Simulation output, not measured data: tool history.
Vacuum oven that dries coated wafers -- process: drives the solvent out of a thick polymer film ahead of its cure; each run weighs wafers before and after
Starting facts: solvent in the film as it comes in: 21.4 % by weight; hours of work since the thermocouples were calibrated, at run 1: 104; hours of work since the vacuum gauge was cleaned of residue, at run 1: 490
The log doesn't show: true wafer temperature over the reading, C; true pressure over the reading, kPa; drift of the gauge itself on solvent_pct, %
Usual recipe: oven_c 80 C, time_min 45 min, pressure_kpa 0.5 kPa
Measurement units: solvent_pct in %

run,hour,oven_c,time_min,pressure_kpa,hours of work since the thermocouples were calibrated,hours of work since the vacuum gauge was cleaned of residue,solvent_pct
1,0,80,45,0.5,104,490,1.11
2,59.4,80,45,0.5,139,525,1.11
3,121.4,80,45,0.5,175,561,1.15
4,163.1,80,45,0.5,199,585,1.17
5,235.5,80,45,0.5,241,627,1.22
6,316.3,80,45,0.5,288,674,1.18
7,364.1,80,45,0.5,316,702,1.31
8,418.3,80,45,0.5,347,734,1.25
9,470.9,80,45,0.5,378,764,1.22
# hour 479.2: vacuum gauge cleaned of residue and calibrated
10,541.7,80,45,0.5,418,36,1.31
11,605.1,69,45,0.5,455,73,4.32
12,654.7,80,45,1.621,484,102,2.18
# hour 717.6: vacuum gauge cleaned of residue and calibrated, once more
13,718.5,80,45,1.621,520,1,1.89
14,783.8,80,45,0.815,558,39,1.28
15,860.1,80,45,0.815,603,83,1.27
16,906.2,68,26,0.371,630,110,7.57
17,963.8,92,45,0.5,663,143,0.28

What if the next run were any one of these 4? Each begins from the tool's condition after run 17:
A,1013.9,93,66,0.639,692,172,?
B,1013.9,80,58,0.5,692,172,?
C,1013.9,91,68,0.694,692,172,?
D,1013.9,84,28,1.834,692,172,?

run,solvent_pct
A,0.46
B,0.68
C,0.41
D,2.52
Without the tool's unlogged condition, the same runs would have read:
run,solvent_pct
A,0.43
B,0.55
C,0.36
D,2.19

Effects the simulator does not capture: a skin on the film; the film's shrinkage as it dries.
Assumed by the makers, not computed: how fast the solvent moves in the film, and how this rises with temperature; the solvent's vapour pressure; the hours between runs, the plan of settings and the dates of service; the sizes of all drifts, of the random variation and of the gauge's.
